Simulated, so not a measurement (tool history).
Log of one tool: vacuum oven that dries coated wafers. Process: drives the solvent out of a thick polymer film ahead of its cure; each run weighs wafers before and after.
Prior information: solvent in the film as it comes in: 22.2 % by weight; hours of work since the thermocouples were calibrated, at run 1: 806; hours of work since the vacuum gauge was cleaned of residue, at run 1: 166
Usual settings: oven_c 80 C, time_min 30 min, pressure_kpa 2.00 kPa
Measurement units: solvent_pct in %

run	day	oven_c	time_min	pressure_kpa	hours of work since the thermocouples were calibrated	hours of work since the vacuum gauge was cleaned of residue	solvent_pct
1	0.000	80	30	2.00	806	166	6.47
2	0.450	80	47	2.00	812	172	4.01
3	0.688	80	22	2.00	816	175	8.30
4	1.025	80	30	2.00	821	180	6.53
5	1.304	80	30	2.00	824	184	6.52
6	1.704	91	30	2.00	830	190	2.93
7	2.179	91	30	2.00	837	197	2.97
8	2.412	91	30	2.00	840	200	2.85
9	2.904	91	30	2.00	847	207	2.89
10	3.392	91	30	2.00	854	214	2.87
11	3.921	91	30	2.00	862	221	2.86
12	4.288	91	30	2.00	867	227	2.98
13	4.717	91	30	2.00	873	233	2.96
14	5.162	80	30	2.72	879	239	7.08
15	5.471	83	19	1.00	884	243	7.60
16	5.892	85	26	1.46	890	249	5.28
17	6.367	74	44	1.46	897	256	6.35
18	6.738	77	27	1.46	902	261	8.01
19	7.129	77	27	1.46	907	267	8.15
20	7.667	68	15	7.72	915	275	18.19
21	8.208	68	15	7.72	923	282	18.26
22	8.562	71	30	1.82	928	287	10.18
23	8.825	71	30	1.82	932	291	10.12
24	9.062	73	30	2.00	935	295	9.44
25	9.600	94	33	1.91	943	302	2.05
26	9.842	94	33	1.91	946	306	1.98
27	10.208	80	16	7.03	951	311	13.05

Results per run with the tool's hidden condition removed, run-to-run variation unchanged:
The hidden state here: true wafer temperature over the reading, C; true pressure over the reading, kPa; drift of the gauge itself on solvent_pct, %.
run	solvent_pct
1	5.81
2	3.45
3	7.61
4	5.83
5	5.83
6	2.49
7	2.53
8	2.41
9	2.44
10	2.42
11	2.40
12	2.51
13	2.49
14	6.30
15	6.87
16	4.58
17	5.54
18	7.21
19	7.33
20	17.48
21	17.54
22	9.31
23	9.25
24	8.56
25	1.68
26	1.61
27	12.20
